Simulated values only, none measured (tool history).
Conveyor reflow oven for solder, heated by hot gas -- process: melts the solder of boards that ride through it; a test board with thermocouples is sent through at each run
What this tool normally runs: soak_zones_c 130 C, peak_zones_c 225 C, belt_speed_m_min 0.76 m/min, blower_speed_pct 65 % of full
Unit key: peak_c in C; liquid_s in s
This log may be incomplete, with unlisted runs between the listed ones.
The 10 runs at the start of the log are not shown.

run   hour  soak_zones_c  peak_zones_c  belt_speed_m_min  blower_speed_pct  peak_c  liquid_s
 11  120.9           130           217             0.851                65   191.6      11.3
 12  134.2           130           217             0.851                65   191.6      11.6
 13  147.6           130           225             0.862                65   197.2      16.4
     152.9  -- belt drive overhauled, speed set with a stopwatch
 14  159.7           130           225             0.862                65   197.1      16.5
 15    172           130           225             0.862                65   196.9      16.3
 16  178.9           130           225             0.862                65   197.4      16.1
 17  189.5           130           217             0.738                51   192.7      14.9
     200.7  -- belt drive overhauled, speed set with a stopwatch, once more
 18  200.7           122           223             0.867                88   198.6      16.9
 19  215.7           130           233              0.76                72   209.9      28.6
 20  227.4           139           225             0.757                67   204.3      27.6
 21  240.1           139           236             0.757                64   212.4      32.3
 22  249.7           139           236             0.757                64   212.5      32.1
 23  259.2           139           236             0.757                64   212.6      31.7
 24  274.4           139           236             0.741                64     213      33.3
 25  287.9           116           225             0.644                77   207.1      30.7
 26  296.3           116           225             0.644                77   207.1      30.5
 27  311.4           116           225             0.644                77   207.9      30.8
 28  322.5           119           222             0.644                73   204.7      28.8
 29  333.8           119           222             0.644                73   204.3      28.7
 30  349.8           119           226             0.788                61   196.7      16.1

5 options for the next run, each taken on its own from the tool as it stands now. Forecast them:
  A  359.4           134           225              0.76                86       ?         ?
  B  359.4           130           225             0.723                72       ?         ?
  C  359.4           134           225             0.696                62       ?         ?
  D  359.4           134           225             0.902                84       ?         ?
  E  359.4           130           225             0.901                88       ?         ?

run  peak_c  liquid_s
  A     207      28.1
  B   204.9      27.3
  C   204.9        29
  D   200.6      18.7
  E   199.9      18.3
With the hidden condition removed and each run's random variation left untouched, the same runs would have given:
run  peak_c  liquid_s
  A   208.8      29.6
  B   206.7      28.9
  C   206.4      30.5
  D   202.8      20.6
  E   202.1      20.2

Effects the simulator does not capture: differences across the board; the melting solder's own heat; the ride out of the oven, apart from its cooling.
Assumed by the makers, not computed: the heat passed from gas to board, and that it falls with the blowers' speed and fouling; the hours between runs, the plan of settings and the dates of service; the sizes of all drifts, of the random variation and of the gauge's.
